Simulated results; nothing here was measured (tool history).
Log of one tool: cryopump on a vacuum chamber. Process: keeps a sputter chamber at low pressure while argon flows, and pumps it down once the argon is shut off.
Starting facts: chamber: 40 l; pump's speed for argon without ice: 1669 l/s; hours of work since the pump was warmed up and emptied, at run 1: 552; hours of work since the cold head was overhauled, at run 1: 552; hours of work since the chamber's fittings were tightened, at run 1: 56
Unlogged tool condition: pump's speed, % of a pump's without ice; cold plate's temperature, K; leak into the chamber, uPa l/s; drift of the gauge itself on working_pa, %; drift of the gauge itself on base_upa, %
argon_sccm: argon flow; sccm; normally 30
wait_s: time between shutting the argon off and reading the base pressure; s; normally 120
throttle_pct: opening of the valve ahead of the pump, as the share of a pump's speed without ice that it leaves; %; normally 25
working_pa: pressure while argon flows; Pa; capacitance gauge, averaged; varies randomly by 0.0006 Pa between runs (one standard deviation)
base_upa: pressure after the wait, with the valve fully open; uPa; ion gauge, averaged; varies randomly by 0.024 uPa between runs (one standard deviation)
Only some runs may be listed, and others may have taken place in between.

| run | hour | argon_sccm | wait_s | throttle_pct | hours of work since the pump was warmed up and emptied | hours of work since the cold head was overhauled | hours of work since the chamber's fittings were tightened | working_pa | base_upa |
|---|---|---|---|---|---|---|---|---|---|
| 1 | 0 | 30 | 120 | 25 | 552 | 552 | 56 | 0.1274 | 0.98 |
| 2 | 70.9 | 30 | 120 | 25 | 587 | 587 | 91 | 0.1284 | 1.04 |
| 3 | 125.8 | 30 | 120 | 51 | 614 | 614 | 119 | 0.0671 | 1.08 |
| 4 | 170 | 30 | 120 | 51 | 637 | 637 | 141 | 0.0663 | 1.12 |
| 5 | 200.3 | 30 | 120 | 51 | 652 | 652 | 156 | 0.0672 | 1.12 |
| 6 | 255.4 | 30 | 120 | 25 | 679 | 679 | 184 | 0.1299 | 1.2 |
| 7 | 292.9 | 30 | 120 | 25 | 698 | 698 | 202 | 0.1291 | 1.19 |
|  | 359.3 | pump warmed up, emptied and cooled again |
| 8 | 361.8 | 30 | 120 | 25 | 1 | 730 | 234 | 0.1216 | 1.16 |
| 9 | 430.9 | 30 | 120 | 25 | 36 | 765 | 269 | 0.1224 | 1.16 |
| 10 | 497.6 | 30 | 120 | 25 | 69 | 798 | 302 | 0.1233 | 1.26 |
| 11 | 565.8 | 30 | 120 | 22 | 103 | 832 | 336 | 0.139 | 1.29 |
| 12 | 628.9 | 30 | 120 | 22 | 135 | 864 | 368 | 0.1403 | 1.36 |
| 13 | 663.5 | 30 | 120 | 22 | 152 | 881 | 385 | 0.1399 | 1.41 |
| 14 | 703.8 | 30 | 120 | 25 | 172 | 901 | 406 | 0.1247 | 1.44 |
| 15 | 745.7 | 30 | 120 | 25 | 193 | 922 | 426 | 0.1242 | 1.48 |
| 16 | 806 | 30 | 120 | 25 | 224 | 953 | 457 | 0.1248 | 1.52 |
| 17 | 863.5 | 30 | 120 | 25 | 252 | 981 | 486 | 0.1246 | 1.55 |
| 18 | 932.6 | 25 | 208 | 17 | 287 | 1016 | 520 | 0.1507 | 1.31 |
| 19 | 977.5 | 30 | 120 | 42 | 309 | 1038 | 543 | 0.0761 | 1.65 |
| 20 | 1035.7 | 15 | 96 | 35 | 339 | 1068 | 572 | 0.0447 | 1.82 |
| 21 | 1099.3 | 30 | 120 | 28 | 370 | 1099 | 604 | 0.1126 | 1.76 |
| 22 | 1131.2 | 30 | 70 | 57 | 386 | 1115 | 620 | 0.058 | 2.23 |
| 23 | 1178 | 14 | 93 | 16 | 410 | 1139 | 643 | 0.0921 | 1.97 |
| 24 | 1249.3 | 17 | 40 | 32 | 446 | 1174 | 679 | 0.0572 | 3.3 |
| 25 | 1292.6 | 17 | 40 | 32 | 467 | 1196 | 700 | 0.0578 | 3.38 |
| 26 | 1363.6 | 30 | 82 | 27 | 503 | 1232 | 736 | 0.1185 | 2.29 |
| 27 | 1416.6 | 30 | 159 | 25 | 529 | 1258 | 762 | 0.1269 | 1.92 |
| 28 | 1452.5 | 30 | 159 | 25 | 547 | 1276 | 780 | 0.1278 | 1.94 |
| 29 | 1493.1 | 35 | 270 | 20 | 568 | 1297 | 801 | 0.1851 | 1.75 |
| 30 | 1522.2 | 22 | 114 | 19 | 582 | 1311 | 815 | 0.1226 | 2.26 |
| 31 | 1565.5 | 48 | 20 | 22 | 604 | 1333 | 837 | 0.2336 | 5.42 |
| 32 | 1635.2 | 48 | 20 | 22 | 639 | 1368 | 872 | 0.2339 | 5.64 |
| 33 | 1680.8 | 15 | 120 | 25 | 662 | 1391 | 895 | 0.065 | 2.33 |

Each row is a separate what-if for the run after 33, all from the same tool condition, not one after another. Results?
| A | 1752.9 | 29 | 107 | 25 | 698 | 1427 | 931 | ? | ? |
| B | 1752.9 | 18 | 223 | 17 | 698 | 1427 | 931 | ? | ? |
| C | 1752.9 | 15 | 86 | 58 | 698 | 1427 | 931 | ? | ? |
| D | 1752.9 | 15 | 33 | 25 | 698 | 1427 | 931 | ? | ? |
| E | 1752.9 | 13 | 120 | 25 | 698 | 1427 | 931 | ? | ? |

| run | working_pa | base_upa |
|---|---|---|
| A | 0.126 | 2.43 |
| B | 0.1127 | 2.06 |
| C | 0.0302 | 2.65 |
| D | 0.0644 | 4.19 |
| E | 0.0562 | 2.51 |
Take away the tool's hidden state, keep each run's random variation, and the runs would have read:
| run | working_pa | base_upa |
|---|---|---|
| A | 0.1176 | 0.89 |
| B | 0.1074 | 0.51 |
| C | 0.0258 | 1.09 |
| D | 0.06 | 2.6 |
| E | 0.0524 | 0.9 |
